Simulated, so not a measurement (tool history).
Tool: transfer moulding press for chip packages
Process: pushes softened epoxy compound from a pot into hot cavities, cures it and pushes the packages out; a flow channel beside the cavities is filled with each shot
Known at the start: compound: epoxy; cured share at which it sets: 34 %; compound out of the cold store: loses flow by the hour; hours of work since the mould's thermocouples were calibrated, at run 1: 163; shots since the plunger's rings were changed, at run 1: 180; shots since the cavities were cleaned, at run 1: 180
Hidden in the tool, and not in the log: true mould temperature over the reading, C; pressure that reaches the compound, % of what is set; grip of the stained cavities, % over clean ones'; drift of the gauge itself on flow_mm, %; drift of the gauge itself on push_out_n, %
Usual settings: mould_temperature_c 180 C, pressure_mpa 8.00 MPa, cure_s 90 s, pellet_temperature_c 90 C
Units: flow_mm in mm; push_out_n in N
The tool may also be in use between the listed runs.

run	hour	mould_temperature_c	pressure_mpa	cure_s	pellet_temperature_c	hours of work since the mould's thermocouples were calibrated	shots since the plunger's rings were changed	shots since the cavities were cleaned	incoming compound's hours out of the cold store	flow_mm	push_out_n
1	0.0	180	8.00	90	90	163	180	180	25.6	941	684
2	12.3	180	8.00	90	90	171	324	324	22.4	946	808
3	21.4	180	8.00	90	90	177	431	431	16.1	971	875
4	39.7	180	8.00	90	94	189	646	646	14.9	959	959
# hour 56.9: cavities cleaned with cleaning compound and waxed
5	58.2	180	8.00	90	94	199	845	15	26.4	938	480
6	79.3	180	8.00	90	94	213	1093	263	25.7	928	744
7	94.2	177	7.44	105	90	222	1269	439	44.4	872	757
8	105.6	174	6.12	105	97	229	1402	572	44.1	787	994
9	122.1	180	9.74	90	85	240	1596	766	25.1	1008	1007
# hour 129.2: cavities cleaned with cleaning compound and waxed
10	137.8	178	9.70	90	90	249	1762	101	14.2	1046	701
11	158.3	180	9.03	89	90	262	2003	342	46.0	929	820
12	175.9	180	8.00	90	92	273	2209	548	43.2	876	903

Forecast each of these 5 alternatives for the next run:
A	197.5	180	6.84	90	92	287	2463	802	33.6	?	?
B	197.5	179	8.00	126	88	287	2463	802	32.0	?	?
C	197.5	180	8.00	72	92	287	2463	802	17.6	?	?
D	197.5	180	8.00	120	87	287	2463	802	14.0	?	?
E	197.5	180	8.00	90	87	287	2463	802	23.3	?	?

run	flow_mm	push_out_n
A	821	993
B	891	804
C	930	1750
D	925	756
E	904	1033
Without the tool's hidden state the same runs would have given:
run	flow_mm	push_out_n
A	859	460
B	932	364
C	973	808
D	968	343
E	946	478

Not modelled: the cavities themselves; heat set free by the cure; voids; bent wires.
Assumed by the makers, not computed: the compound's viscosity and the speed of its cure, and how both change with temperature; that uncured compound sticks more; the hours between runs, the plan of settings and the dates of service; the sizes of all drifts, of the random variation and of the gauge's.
